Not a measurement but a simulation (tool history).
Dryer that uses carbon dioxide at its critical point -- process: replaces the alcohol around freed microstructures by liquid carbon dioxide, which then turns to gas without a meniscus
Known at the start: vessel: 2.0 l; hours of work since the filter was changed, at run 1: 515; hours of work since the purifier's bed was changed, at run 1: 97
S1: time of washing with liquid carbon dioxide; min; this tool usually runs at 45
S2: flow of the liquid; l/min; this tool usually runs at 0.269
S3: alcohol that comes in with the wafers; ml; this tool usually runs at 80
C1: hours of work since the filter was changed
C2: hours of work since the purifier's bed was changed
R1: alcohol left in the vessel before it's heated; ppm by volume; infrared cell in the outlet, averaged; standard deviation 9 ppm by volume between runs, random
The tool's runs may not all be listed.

run,hour,S1,S2,S3,C1,C2,R1
1,0.0,45,0.269,80,515,97,722
2,9.0,45,0.304,80,519,102,406
3,15.0,45,0.269,80,523,105,705
4,23.4,52,0.269,80,527,109,391
# hour 27.1: inlet filter changed
5,35.9,52,0.269,80,5,115,290
6,43.6,52,0.269,80,9,119,288
7,55.3,52,0.269,80,15,126,286
8,64.1,45,0.269,76,20,130,527
9,73.7,45,0.269,76,25,135,518
10,79.1,45,0.269,76,27,138,512
11,90.1,45,0.269,80,33,144,545
12,101.2,45,0.269,80,39,150,546
13,110.1,45,0.269,80,44,155,557
14,121.3,45,0.269,80,50,161,563
15,128.1,45,0.269,80,53,164,542
16,135.5,45,0.269,80,57,168,554
17,146.1,45,0.269,80,63,174,543
18,156.0,45,0.269,80,68,179,545
19,161.0,45,0.269,80,71,181,580
20,172.4,45,0.269,80,77,188,559
21,181.5,45,0.269,80,82,192,576
22,189.0,45,0.269,80,86,196,564
23,197.2,41,0.269,80,90,201,830
24,206.1,63,0.431,34,95,205,48
25,213.8,63,0.431,34,99,209,37
26,225.1,63,0.431,34,105,215,36
27,235.3,28,0.269,26,110,221,919
28,241.6,31,0.199,104,113,224,5949
29,247.3,31,0.199,104,116,227,5966
30,253.9,31,0.199,104,120,231,5909
31,262.7,31,0.199,104,125,235,5924
32,268.4,31,0.199,104,128,238,6004
33,275.0,45,0.269,81,131,242,588
34,282.2,45,0.269,81,135,246,597
35,292.1,45,0.269,81,140,251,606
36,298.6,35,0.199,29,144,254,1346
37,306.6,30,0.404,77,148,258,542
38,316.5,30,0.404,77,153,264,537
39,326.1,28,0.239,77,158,269,3664
40,335.1,54,0.269,27,163,274,124
41,341.6,27,0.269,30,166,277,1218
42,352.4,27,0.269,30,172,283,1217
43,360.0,34,0.422,105,176,287,345
44,364.8,34,0.422,105,178,289,348
45,375.2,34,0.422,105,184,295,348
46,381.2,34,0.422,105,187,298,345

The same runs without the tool's hidden state, with the same run-to-run variation:
The tool's hidden condition here consists of: flow that reaches the vessel past the clogged filter, %; alcohol in the recycled carbon dioxide, ppm; drift of the gauge itself on alcohol_ppm, %.
run,R1
1,513
2,268
3,494
4,256
5,264
6,260
7,258
8,489
9,480
10,473
11,502
12,499
13,508
14,512
15,492
16,500
17,488
18,487
19,519
20,497
21,510
22,497
23,748
24,18
25,7
26,5
27,840
28,5653
29,5663
30,5603
31,5609
32,5681
33,502
34,509
35,514
36,1231
37,453
38,446
39,3401
40,75
41,1097
42,1092
43,262
44,263
45,260
46,258
